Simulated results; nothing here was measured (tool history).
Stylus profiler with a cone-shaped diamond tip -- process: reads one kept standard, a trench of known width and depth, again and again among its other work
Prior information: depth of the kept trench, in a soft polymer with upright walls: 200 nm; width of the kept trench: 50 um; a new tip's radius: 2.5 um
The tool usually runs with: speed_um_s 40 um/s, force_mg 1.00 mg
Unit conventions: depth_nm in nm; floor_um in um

run	hour	speed_um_s	force_mg	depth_nm	floor_um
1	0.0	40	1.00	200.68	47.55
2	8.9	32	1.00	200.73	47.67
3	21.6	142	1.00	200.70	46.61
4	30.6	142	1.00	200.68	46.62
5	45.6	142	1.00	200.69	46.67
6	54.7	142	1.00	200.70	46.66
7	63.6	142	1.00	200.70	46.66
8	70.5	12	1.00	200.68	47.75
9	79.5	11	1.00	200.70	47.85
10	87.4	40	1.00	200.71	47.54
11	98.6	40	1.00	200.67	47.52
# hour 100.4: height scale calibrated on a step standard
12	107.7	10	0.84	200.60	47.77
13	124.8	86	1.87	201.07	47.33
# hour 130.2: height scale calibrated on a step standard, once more
14	133.9	86	1.87	201.04	47.30
15	150.1	40	1.64	200.94	47.58
16	164.5	110	1.30	200.78	47.05
17	179.4	110	1.30	200.79	46.96
18	191.9	110	1.30	200.80	47.04
19	205.0	80	0.65	200.48	46.98

Here are 3 independent what-if runs from the current tool condition. What would each one return?
A	221.6	20	0.90	?	?
B	221.6	53	0.39	?	?
C	221.6	23	0.52	?	?

run	depth_nm	floor_um
A	200.61	47.62
B	200.32	47.16
C	200.38	47.59
With the hidden condition removed and each run's random variation left untouched, the same runs would have given:
run	depth_nm	floor_um
A	200.67	47.81
B	200.39	47.35
C	200.44	47.79

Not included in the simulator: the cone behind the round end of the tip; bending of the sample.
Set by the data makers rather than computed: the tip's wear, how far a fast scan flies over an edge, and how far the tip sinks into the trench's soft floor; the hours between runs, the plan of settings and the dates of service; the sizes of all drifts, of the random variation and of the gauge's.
